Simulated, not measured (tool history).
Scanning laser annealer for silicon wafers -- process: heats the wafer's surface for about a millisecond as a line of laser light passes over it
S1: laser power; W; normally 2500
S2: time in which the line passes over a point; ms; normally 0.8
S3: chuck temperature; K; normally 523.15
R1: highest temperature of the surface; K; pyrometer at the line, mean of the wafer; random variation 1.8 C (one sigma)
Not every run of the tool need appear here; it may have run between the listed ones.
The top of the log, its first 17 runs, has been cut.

run,hour,S1,S2,S3,R1
18,238.2,2500,0.8,523.15,1261.15
19,246.3,2500,0.8,523.15,1263.15
20,259.5,2632,0.8,523.15,1310.15
21,275.4,2500,0.8,523.15,1262.15
22,292.8,2363,0.8,523.15,1216.15
23,306.7,2737,0.8,562.15,1389.15
24,324.4,2300,0.8,557.15,1225.15
25,338.8,2300,0.8,557.15,1226.15
26,350.2,2253,0.8,543.15,1196.15
27,367.5,2253,0.749,543.15,1169.15
28,385.1,2569,0.938,523.15,1352.15
29,401.8,2525,0.914,493.15,1298.15
30,415,2525,0.914,493.15,1295.15
31,425.6,2525,0.914,493.15,1296.15
32,433.4,2314,0.689,523.15,1144.15
33,448.3,2741,0.742,523.15,1316.15
34,465,2741,0.742,523.15,1318.15
35,473.9,2500,0.8,504.15,1242.15
36,491.5,2392,0.768,491.15,1175.15
37,503.4,2635,0.618,547.15,1234.15
38,519.6,2635,0.918,539.15,1384.15
39,528.6,2635,0.918,539.15,1384.15
40,538.8,2732,0.765,563.15,1366.15
41,550.3,2732,0.894,563.15,1432.15

What if the next run were any one of these 4? Each begins from the tool's condition after run 41:
A,565.4,2611,0.575,485.15,?
B,565.4,2255,0.645,523.15,?
C,565.4,2719,0.857,563.15,?
D,565.4,2604,0.805,549.15,?

run,R1
A,1141.15
B,1105.15
C,1408.15
D,1327.15
With the hidden condition removed and each run's random variation left untouched, the same runs would have given:
run,R1
A,1142.15
B,1105.15
C,1409.15
D,1327.15
